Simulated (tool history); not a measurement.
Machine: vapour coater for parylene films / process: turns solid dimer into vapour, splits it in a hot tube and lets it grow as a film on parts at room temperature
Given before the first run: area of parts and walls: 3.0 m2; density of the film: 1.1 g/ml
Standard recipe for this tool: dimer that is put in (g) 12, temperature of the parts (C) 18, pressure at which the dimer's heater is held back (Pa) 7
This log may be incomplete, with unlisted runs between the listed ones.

run	hour	dimer that is put in (g)	temperature of the parts (C)	pressure at which the dimer's heater is held back (Pa)	thickness of the film (nm)
1	0	12	18	7	2040
2	12.4	12	18	7	2050
3	26.6	12	18	7	2040
4	36.6	12	18	7	2060
5	49.4	12	18	7	2060
# hour 57.4: trap's valve overhauled
6	67.5	12	18	7	2180
7	80.3	12	18	7	2190
8	93	12	18	7	2190
9	102.2	12	18	7	2150
10	113.5	12	18	7	2170
11	122	12	14	7	2450
12	137.3	12	18	2.49	2570
13	146.4	12	18	7	2160
14	152.9	12	18	7	2170
15	162.7	12	18	7	2160
16	174.6	12	27	7	1570
17	189.2	20	18	7	3550
18	203.2	20	18	7	3560
19	209.7	20	18	7	3580
20	221	12	18	7	2110
21	234.2	12	30	7	1390
22	241.8	12	18	7	2140
23	254	12	18	7	2120
24	267.9	19	26	7	2530
25	277.5	17	22	2.14	3180
26	285.7	17	28	2.14	2610

What does the tool deliver on the next run?
27	298.1	5	28	4.37	?

{"run 27": {"thickness of the film (nm)": 680}}
On a tool with no hidden condition, and with the same random variation, this run would have come out at thickness of the film (nm) 710.

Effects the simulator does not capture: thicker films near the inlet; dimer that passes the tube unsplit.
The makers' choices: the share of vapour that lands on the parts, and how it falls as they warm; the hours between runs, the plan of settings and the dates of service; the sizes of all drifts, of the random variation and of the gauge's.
